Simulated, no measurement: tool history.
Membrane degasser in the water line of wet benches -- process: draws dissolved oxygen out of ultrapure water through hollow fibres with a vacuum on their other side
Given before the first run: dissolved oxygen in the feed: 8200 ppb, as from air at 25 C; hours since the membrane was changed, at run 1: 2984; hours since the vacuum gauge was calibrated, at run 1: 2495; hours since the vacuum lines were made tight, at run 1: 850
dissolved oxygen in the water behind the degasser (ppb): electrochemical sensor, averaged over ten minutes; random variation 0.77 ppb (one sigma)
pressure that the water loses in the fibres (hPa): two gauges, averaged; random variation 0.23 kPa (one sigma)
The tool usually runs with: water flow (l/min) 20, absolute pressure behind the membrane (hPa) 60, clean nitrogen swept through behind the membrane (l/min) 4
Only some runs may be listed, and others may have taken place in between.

| run | hour | water flow (l/min) | absolute pressure behind the membrane (hPa) | clean nitrogen swept through behind the membrane (l/min) | hours since the membrane was changed | hours since the vacuum gauge was calibrated | hours since the vacuum lines were made tight | dissolved oxygen in the water behind the degasser (ppb) | pressure that the water loses in the fibres (hPa) |
|---|---|---|---|---|---|---|---|---|---|
| 1 | 0 | 20 | 60 | 4 | 2984 | 2495 | 850 | 76.2 | 614.3 |
| 2 | 96.5 | 20 | 60 | 4 | 3080 | 2591 | 947 | 74.5 | 613.9 |
| 3 | 159.6 | 20 | 60 | 10.28 | 3143 | 2654 | 1010 | 54 | 615.2 |
| 4 | 262.1 | 20 | 60 | 10.28 | 3246 | 2757 | 1112 | 54.5 | 614.8 |
| 5 | 337.7 | 20 | 60 | 10.28 | 3321 | 2832 | 1188 | 53.7 | 611.7 |
| 6 | 447.2 | 20 | 60 | 4 | 3431 | 2942 | 1297 | 76.4 | 615.5 |
| 7 | 556.6 | 20 | 60 | 4 | 3540 | 3051 | 1407 | 76.9 | 616.4 |
| 8 | 675.2 | 20 | 60 | 4 | 3659 | 3170 | 1525 | 76.7 | 617.6 |
| 9 | 732.3 | 20 | 60 | 4 | 3716 | 3227 | 1582 | 75.6 | 618.7 |
| 10 | 806.8 | 20 | 60 | 4 | 3791 | 3302 | 1657 | 77.7 | 618.8 |
|  | 880.6 | vacuum gauge calibrated |
| 11 | 899.1 | 20 | 60 | 4 | 3882 | 19 | 1749 | 74.2 | 615.6 |
| 12 | 996.2 | 30 | 112.6 | 4 | 3979 | 116 | 1846 | 222.2 | 927.8 |
| 13 | 1098.2 | 13 | 49.5 | 4.93 | 4082 | 218 | 1948 | 29.9 | 402.4 |

The next listed run, before its measurement:
| 14 | 1182.1 | 16 | 49.5 | 4.93 | 4165 | 302 | 2032 | ? | ? |

Run 14 measured dissolved oxygen in the water behind the degasser (ppb) 39.9, pressure that the water loses in the fibres (hPa) 494.
Minus the tool's unlogged condition, the same run would have read dissolved oxygen in the water behind the degasser (ppb) 36.8, pressure that the water loses in the fibres (hPa) 482.7.
